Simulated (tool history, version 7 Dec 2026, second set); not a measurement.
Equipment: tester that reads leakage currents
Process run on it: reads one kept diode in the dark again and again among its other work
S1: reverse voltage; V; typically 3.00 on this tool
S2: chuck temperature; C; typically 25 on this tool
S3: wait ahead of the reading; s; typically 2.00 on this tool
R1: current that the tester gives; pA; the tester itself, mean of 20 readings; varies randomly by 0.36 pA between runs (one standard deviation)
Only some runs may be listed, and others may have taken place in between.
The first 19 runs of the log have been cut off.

run 20 day=64.196 | S1=3.00 S2=25 S3=2.00 | R1=122.85
run 21 day=67.433 | S1=3.00 S2=25 S3=2.00 | R1=122.73
-- day=69.946 probe card cleaned and baked
run 22 day=71.796 | S1=1.37 S2=59 S3=0.65 | R1=941.88
run 23 day=75.242 | S1=1.37 S2=59 S3=0.65 | R1=933.84
run 24 day=77.812 | S1=1.37 S2=59 S3=0.65 | R1=940.39
run 25 day=81.417 | S1=7.39 S2=59 S3=0.65 | R1=1685.65
run 26 day=84.900 | S1=3.00 S2=25 S3=2.33 | R1=122.12
run 27 day=88.754 | S1=3.63 S2=39 S3=6.80 | R1=359.09
run 28 day=91.333 | S1=3.11 S2=27 S3=1.88 | R1=145.03
run 29 day=93.404 | S1=3.58 S2=27 S3=6.27 | R1=152.97
run 30 day=95.592 | S1=5.23 S2=60 S3=0.32 | R1=1602.63
run 31 day=100.192 | S1=5.23 S2=60 S3=0.32 | R1=1613.31
run 32 day=102.317 | S1=1.01 S2=40 S3=3.73 | R1=251.06
run 33 day=104.792 | S1=19.45 S2=24 S3=0.66 | R1=227.17
run 34 day=107.888 | S1=3.00 S2=21 S3=1.26 | R1=92.81
run 35 day=111.967 | S1=3.00 S2=21 S3=1.26 | R1=93.21
run 36 day=115.338 | S1=3.00 S2=25 S3=2.26 | R1=126.40
-- day=116.796 chuck's temperature calibrated
run 37 day=117.708 | S1=3.00 S2=27 S3=0.52 | R1=138.49
run 38 day=120.512 | S1=16.18 S2=32 S3=0.52 | R1=362.51
run 39 day=125.492 | S1=16.18 S2=32 S3=0.52 | R1=367.55
run 40 day=127.808 | S1=8.21 S2=48 S3=5.07 | R1=850.16

Forecast each of these 4 alternatives for the next run:
run A day=130.742 | S1=1.51 S2=48 S3=5.07 | R1=?
run B day=130.742 | S1=3.00 S2=31 S3=0.34 | R1=?
run C day=130.742 | S1=1.01 S2=25 S3=2.50 | R1=?
run D day=130.742 | S1=11.96 S2=25 S3=2.00 | R1=?

run=A R1=474.64
run=B R1=188.40
run=C R1=81.68
run=D R1=199.41
What these runs would have given with no unlogged condition in the tool:
run=A R1=476.92
run=B R1=187.58
run=C R1=81.56
run=D R1=191.99

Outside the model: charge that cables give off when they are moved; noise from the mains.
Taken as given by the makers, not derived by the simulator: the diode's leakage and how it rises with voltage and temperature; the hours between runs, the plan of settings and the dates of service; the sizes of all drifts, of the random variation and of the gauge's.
